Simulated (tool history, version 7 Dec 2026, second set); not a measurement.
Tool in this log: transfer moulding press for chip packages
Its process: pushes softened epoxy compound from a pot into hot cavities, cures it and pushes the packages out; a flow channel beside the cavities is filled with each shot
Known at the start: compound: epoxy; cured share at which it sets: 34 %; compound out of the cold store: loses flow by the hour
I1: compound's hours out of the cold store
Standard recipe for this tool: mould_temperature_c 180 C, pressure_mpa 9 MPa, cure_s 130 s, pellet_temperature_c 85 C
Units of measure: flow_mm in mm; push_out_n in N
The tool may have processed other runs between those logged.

{"run": 1, "hour": 0.0, "mould_temperature_c": 180, "pressure_mpa": 9, "cure_s": 130, "pellet_temperature_c": 85, "I1": 9.3, "flow_mm": 905, "push_out_n": 787}
{"run": 2, "hour": 49.9, "mould_temperature_c": 180, "pressure_mpa": 9, "cure_s": 132, "pellet_temperature_c": 85, "I1": 26.4, "flow_mm": 823, "push_out_n": 870}
{"hour": 86.3, "done": "cavities cleaned with cleaning compound and waxed"}
{"run": 3, "hour": 86.4, "mould_temperature_c": 180, "pressure_mpa": 9, "cure_s": 130, "pellet_temperature_c": 85, "I1": 44.8, "flow_mm": 742, "push_out_n": 519}
{"run": 4, "hour": 143.9, "mould_temperature_c": 180, "pressure_mpa": 9, "cure_s": 130, "pellet_temperature_c": 85, "I1": 37.3, "flow_mm": 762, "push_out_n": 723}
{"run": 5, "hour": 208.6, "mould_temperature_c": 180, "pressure_mpa": 9, "cure_s": 130, "pellet_temperature_c": 85, "I1": 16.5, "flow_mm": 844, "push_out_n": 884}
{"hour": 239.4, "done": "cavities cleaned with cleaning compound and waxed"}
{"run": 6, "hour": 255.9, "mould_temperature_c": 180, "pressure_mpa": 9, "cure_s": 130, "pellet_temperature_c": 85, "I1": 34, "flow_mm": 787, "push_out_n": 582}
{"run": 7, "hour": 315.1, "mould_temperature_c": 180, "pressure_mpa": 9, "cure_s": 130, "pellet_temperature_c": 85, "I1": 28.4, "flow_mm": 793, "push_out_n": 781}
{"run": 8, "hour": 358.7, "mould_temperature_c": 180, "pressure_mpa": 9, "cure_s": 130, "pellet_temperature_c": 85, "I1": 37.7, "flow_mm": 766, "push_out_n": 905}
{"hour": 390.6, "done": "cavities cleaned with cleaning compound and waxed"}
{"run": 9, "hour": 392.2, "mould_temperature_c": 180, "pressure_mpa": 9, "cure_s": 130, "pellet_temperature_c": 85, "I1": 10.6, "flow_mm": 860, "push_out_n": 561}
{"run": 10, "hour": 431.8, "mould_temperature_c": 180, "pressure_mpa": 7.47, "cure_s": 130, "pellet_temperature_c": 85, "I1": 31.3, "flow_mm": 718, "push_out_n": 707}
{"run": 11, "hour": 497.9, "mould_temperature_c": 180, "pressure_mpa": 9, "cure_s": 130, "pellet_temperature_c": 87, "I1": 19.7, "flow_mm": 821, "push_out_n": 889}
{"hour": 541.1, "done": "cavities cleaned with cleaning compound and waxed"}
{"run": 12, "hour": 554.9, "mould_temperature_c": 186, "pressure_mpa": 9, "cure_s": 130, "pellet_temperature_c": 87, "I1": 15.2, "flow_mm": 811, "push_out_n": 519}
{"run": 13, "hour": 596.2, "mould_temperature_c": 186, "pressure_mpa": 9, "cure_s": 130, "pellet_temperature_c": 87, "I1": 10.4, "flow_mm": 832, "push_out_n": 668}
{"run": 14, "hour": 647.5, "mould_temperature_c": 186, "pressure_mpa": 9, "cure_s": 130, "pellet_temperature_c": 87, "I1": 33.9, "flow_mm": 746, "push_out_n": 745}
{"hour": 696.2, "done": "cavities cleaned with cleaning compound and waxed"}
{"run": 15, "hour": 710.1, "mould_temperature_c": 186, "pressure_mpa": 9, "cure_s": 145, "pellet_temperature_c": 87, "I1": 24.4, "flow_mm": 771, "push_out_n": 516}
{"hour": 755.2, "done": "plunger's sealing rings changed"}
{"run": 16, "hour": 760.7, "mould_temperature_c": 186, "pressure_mpa": 9.71, "cure_s": 120, "pellet_temperature_c": 93, "I1": 10.1, "flow_mm": 925, "push_out_n": 738}
{"run": 17, "hour": 789.6, "mould_temperature_c": 180, "pressure_mpa": 10.36, "cure_s": 136, "pellet_temperature_c": 85, "I1": 26.2, "flow_mm": 884, "push_out_n": 827}
{"hour": 849.1, "done": "cavities cleaned with cleaning compound and waxed"}
{"run": 18, "hour": 851.8, "mould_temperature_c": 180, "pressure_mpa": 10.36, "cure_s": 136, "pellet_temperature_c": 85, "I1": 10.3, "flow_mm": 959, "push_out_n": 521}
{"run": 19, "hour": 893.2, "mould_temperature_c": 173, "pressure_mpa": 10.36, "cure_s": 122, "pellet_temperature_c": 85, "I1": 41, "flow_mm": 863, "push_out_n": 1170}
{"run": 20, "hour": 921.8, "mould_temperature_c": 180, "pressure_mpa": 10.3, "cure_s": 113, "pellet_temperature_c": 81, "I1": 33.5, "flow_mm": 855, "push_out_n": 997}
{"run": 21, "hour": 965.0, "mould_temperature_c": 180, "pressure_mpa": 10.3, "cure_s": 113, "pellet_temperature_c": 81, "I1": 38.6, "flow_mm": 841, "push_out_n": 1132}
{"hour": 999.7, "done": "cavities cleaned with cleaning compound and waxed"}
{"run": 22, "hour": 1007.3, "mould_temperature_c": 172, "pressure_mpa": 10.3, "cure_s": 113, "pellet_temperature_c": 81, "I1": 23.1, "flow_mm": 935, "push_out_n": 1253}
{"run": 23, "hour": 1073.4, "mould_temperature_c": 181, "pressure_mpa": 9, "cure_s": 130, "pellet_temperature_c": 85, "I1": 19.3, "flow_mm": 859, "push_out_n": 803}
{"run": 24, "hour": 1122.1, "mould_temperature_c": 181, "pressure_mpa": 9, "cure_s": 130, "pellet_temperature_c": 85, "I1": 15.9, "flow_mm": 845, "push_out_n": 896}
{"hour": 1150.0, "done": "cavities cleaned with cleaning compound and waxed"}
{"run": 25, "hour": 1177.2, "mould_temperature_c": 181, "pressure_mpa": 9, "cure_s": 130, "pellet_temperature_c": 85, "I1": 15.5, "flow_mm": 851, "push_out_n": 652}
{"run": 26, "hour": 1217.3, "mould_temperature_c": 173, "pressure_mpa": 9, "cure_s": 153, "pellet_temperature_c": 85, "I1": 21, "flow_mm": 859, "push_out_n": 923}
{"run": 27, "hour": 1245.3, "mould_temperature_c": 180, "pressure_mpa": 10.21, "cure_s": 149, "pellet_temperature_c": 85, "I1": 12.6, "flow_mm": 915, "push_out_n": 797}
{"run": 28, "hour": 1294.7, "mould_temperature_c": 180, "pressure_mpa": 10.21, "cure_s": 149, "pellet_temperature_c": 85, "I1": 9.7, "flow_mm": 942, "push_out_n": 885}

Here are 4 independent what-if runs from the current tool condition. What would each one return?
{"hour": 1301.4, "done": "cavities cleaned with cleaning compound and waxed"}
{"run": "A", "hour": 1334.2, "mould_temperature_c": 180, "pressure_mpa": 9.74, "cure_s": 130, "pellet_temperature_c": 91, "I1": 14.2, "flow_mm": "?", "push_out_n": "?"}
{"hour": 1301.4, "done": "cavities cleaned with cleaning compound and waxed"}
{"run": "B", "hour": 1334.2, "mould_temperature_c": 187, "pressure_mpa": 10.21, "cure_s": 115, "pellet_temperature_c": 85, "I1": 16.4, "flow_mm": "?", "push_out_n": "?"}
{"hour": 1301.4, "done": "cavities cleaned with cleaning compound and waxed"}
{"run": "C", "hour": 1334.2, "mould_temperature_c": 180, "pressure_mpa": 10.67, "cure_s": 113, "pellet_temperature_c": 93, "I1": 45.6, "flow_mm": "?", "push_out_n": "?"}
{"hour": 1301.4, "done": "cavities cleaned with cleaning compound and waxed"}
{"run": "D", "hour": 1334.2, "mould_temperature_c": 180, "pressure_mpa": 10.54, "cure_s": 149, "pellet_temperature_c": 85, "I1": 33.9, "flow_mm": "?", "push_out_n": "?"}

run=A flow_mm=880 push_out_n=694
run=B flow_mm=866 push_out_n=621
run=C flow_mm=786 push_out_n=814
run=D flow_mm=846 push_out_n=606
What these runs would have given with no unlogged condition in the tool:
run=A flow_mm=912 push_out_n=502
run=B flow_mm=898 push_out_n=459
run=C flow_mm=815 push_out_n=581
run=D flow_mm=877 push_out_n=452

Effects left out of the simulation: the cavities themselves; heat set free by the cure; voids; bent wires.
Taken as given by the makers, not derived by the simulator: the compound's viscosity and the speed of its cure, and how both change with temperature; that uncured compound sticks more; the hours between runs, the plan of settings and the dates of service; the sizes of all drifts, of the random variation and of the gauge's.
